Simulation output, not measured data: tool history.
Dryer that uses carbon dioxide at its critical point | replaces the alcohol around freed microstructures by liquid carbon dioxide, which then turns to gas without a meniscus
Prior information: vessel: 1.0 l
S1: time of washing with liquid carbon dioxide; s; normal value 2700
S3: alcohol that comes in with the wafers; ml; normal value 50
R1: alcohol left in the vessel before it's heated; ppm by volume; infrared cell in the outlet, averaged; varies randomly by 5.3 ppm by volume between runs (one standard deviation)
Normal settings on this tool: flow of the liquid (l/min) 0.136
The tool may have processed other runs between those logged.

run 1 day=0 | S1=2700 flow_of_the_liquid_(l/min)=0.136 S3=50 | R1=275
run 2 day=0.708 | S1=2700 flow_of_the_liquid_(l/min)=0.136 S3=50 | R1=284
run 3 day=1.804 | S1=2700 flow_of_the_liquid_(l/min)=0.136 S3=50 | R1=270
run 4 day=2.658 | S1=2700 flow_of_the_liquid_(l/min)=0.136 S3=50 | R1=290
run 5 day=3.346 | S1=2700 flow_of_the_liquid_(l/min)=0.136 S3=50 | R1=290
run 6 day=4.329 | S1=2700 flow_of_the_liquid_(l/min)=0.136 S3=50 | R1=299
run 7 day=5.392 | S1=2700 flow_of_the_liquid_(l/min)=0.136 S3=50 | R1=306
run 8 day=6.271 | S1=2700 flow_of_the_liquid_(l/min)=0.136 S3=50 | R1=313
run 9 day=7.571 | S1=2700 flow_of_the_liquid_(l/min)=0.136 S3=50 | R1=326
run 10 day=8.388 | S1=2940 flow_of_the_liquid_(l/min)=0.136 S3=50 | R1=267
run 11 day=9 | S1=2940 flow_of_the_liquid_(l/min)=0.136 S3=50 | R1=270
run 12 day=9.588 | S1=2940 flow_of_the_liquid_(l/min)=0.136 S3=50 | R1=261
run 13 day=10.983 | S1=2940 flow_of_the_liquid_(l/min)=0.136 S3=50 | R1=283
run 14 day=11.7 | S1=2700 flow_of_the_liquid_(l/min)=0.136 S3=64 | R1=401
-- day=12.733 inlet filter changed
run 15 day=12.792 | S1=2700 flow_of_the_liquid_(l/min)=0.136 S3=50 | R1=309
run 16 day=14.138 | S1=2700 flow_of_the_liquid_(l/min)=0.136 S3=50 | R1=326
run 17 day=14.983 | S1=2700 flow_of_the_liquid_(l/min)=0.136 S3=50 | R1=342
run 18 day=16.371 | S1=2460 flow_of_the_liquid_(l/min)=0.108 S3=50 | R1=915
run 19 day=17.538 | S1=2100 flow_of_the_liquid_(l/min)=0.136 S3=50 | R1=723
run 20 day=18.429 | S1=3060 flow_of_the_liquid_(l/min)=0.101 S3=48 | R1=575
run 21 day=19.85 | S1=3060 flow_of_the_liquid_(l/min)=0.101 S3=48 | R1=560
run 22 day=20.867 | S1=2700 flow_of_the_liquid_(l/min)=0.157 S3=60 | R1=304
run 23 day=22.288 | S1=3180 flow_of_the_liquid_(l/min)=0.089 S3=50 | R1=778
run 24 day=23.492 | S1=4080 flow_of_the_liquid_(l/min)=0.108 S3=43 | R1=287
run 25 day=24.821 | S1=3120 flow_of_the_liquid_(l/min)=0.109 S3=43 | R1=445
run 26 day=25.788 | S1=4020 flow_of_the_liquid_(l/min)=0.144 S3=43 | R1=258
run 27 day=26.771 | S1=4020 flow_of_the_liquid_(l/min)=0.144 S3=43 | R1=272
run 28 day=27.808 | S1=4020 flow_of_the_liquid_(l/min)=0.104 S3=96 | R1=397
run 29 day=28.796 | S1=3540 flow_of_the_liquid_(l/min)=0.136 S3=49 | R1=302
run 30 day=29.95 | S1=3540 flow_of_the_liquid_(l/min)=0.136 S3=49 | R1=297
run 31 day=31.017 | S1=3540 flow_of_the_liquid_(l/min)=0.136 S3=49 | R1=311

Each row is a separate what-if for the run after 31, all from the same tool condition, not one after another. Results?
run A day=31.975 | S1=1680 flow_of_the_liquid_(l/min)=0.175 S3=21 | R1=?
run B day=31.975 | S1=3000 flow_of_the_liquid_(l/min)=0.218 S3=50 | R1=?
run C day=31.975 | S1=2700 flow_of_the_liquid_(l/min)=0.088 S3=50 | R1=?
run D day=31.975 | S1=2040 flow_of_the_liquid_(l/min)=0.104 S3=113 | R1=?
run E day=31.975 | S1=3480 flow_of_the_liquid_(l/min)=0.088 S3=32 | R1=?

run=A R1=497
run=B R1=296
run=C R1=1484
run=D R1=4291
run=E R1=540
What these runs would have given with no unlogged condition in the tool:
run=A R1=175
run=B R1=12
run=C R1=1039
run=D R1=3538
run=E R1=218
